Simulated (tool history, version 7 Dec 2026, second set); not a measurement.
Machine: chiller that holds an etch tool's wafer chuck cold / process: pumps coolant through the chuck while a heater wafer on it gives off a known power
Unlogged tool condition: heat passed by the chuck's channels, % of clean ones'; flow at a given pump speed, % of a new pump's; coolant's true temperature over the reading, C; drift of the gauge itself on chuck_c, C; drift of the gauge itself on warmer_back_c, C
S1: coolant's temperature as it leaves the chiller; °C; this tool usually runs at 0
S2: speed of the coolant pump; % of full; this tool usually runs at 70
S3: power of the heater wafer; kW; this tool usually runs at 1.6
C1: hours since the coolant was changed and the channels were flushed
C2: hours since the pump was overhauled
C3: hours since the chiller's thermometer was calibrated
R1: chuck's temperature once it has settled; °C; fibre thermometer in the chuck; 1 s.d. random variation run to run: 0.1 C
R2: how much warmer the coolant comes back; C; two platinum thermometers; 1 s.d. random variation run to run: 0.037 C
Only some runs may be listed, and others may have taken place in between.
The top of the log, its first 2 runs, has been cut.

run   hour  S1  S2    S3    C1    C2    C3    R1    R2
  3   70.4  -4  68   1.6  3455  1626  1809  16.1  7.72
  4  101.4   0  76   1.6  3486  1657  1839  18.1  6.75
  5  138.7   0  76   1.6  3523  1694  1877    18  6.85
  6  162.8   9  70   1.6  3547  1718  1901  28.5  7.44
  7  189.6   0  70   1.6  3574  1745  1928  19.6  7.47
  8  210.9   0  70   1.6  3595  1766  1949  19.7   7.4
  9  239.7   0  70   1.6  3624  1795  1978  19.6   7.5
 10  271.6   0  70  1.79  3656  1827  2010  21.7  8.33
 11  298.5   0  70  1.79  3683  1854  2037  21.9  8.29
 12  328.2   0  70  1.79  3713  1883  2066  21.8  8.38
 13  363.3   0  70  1.79  3748  1918  2101  21.8  8.31
 14  388.3   0  70   1.6  3773  1943  2126  19.6  7.43
 15  422.7   0  70   1.6  3807  1978  2161  19.5  7.39
 16  467.8   0  70   1.6  3852  2023  2206  19.5  7.37
 17  510.7   6  94   1.6  3895  2066  2249  21.1  5.36

Run 18, settings as shown, results not yet in. Your forecast:
 18   546   6  94  1.6  3931  2101  2284   ?   ?

Run 18 produced R1 20.9 °C, R2 5.36 C.
Take away the tool's hidden state, keep the run-to-run variation as it was, and the same run would have given R1 20.9 °C, R2 5.36 C.
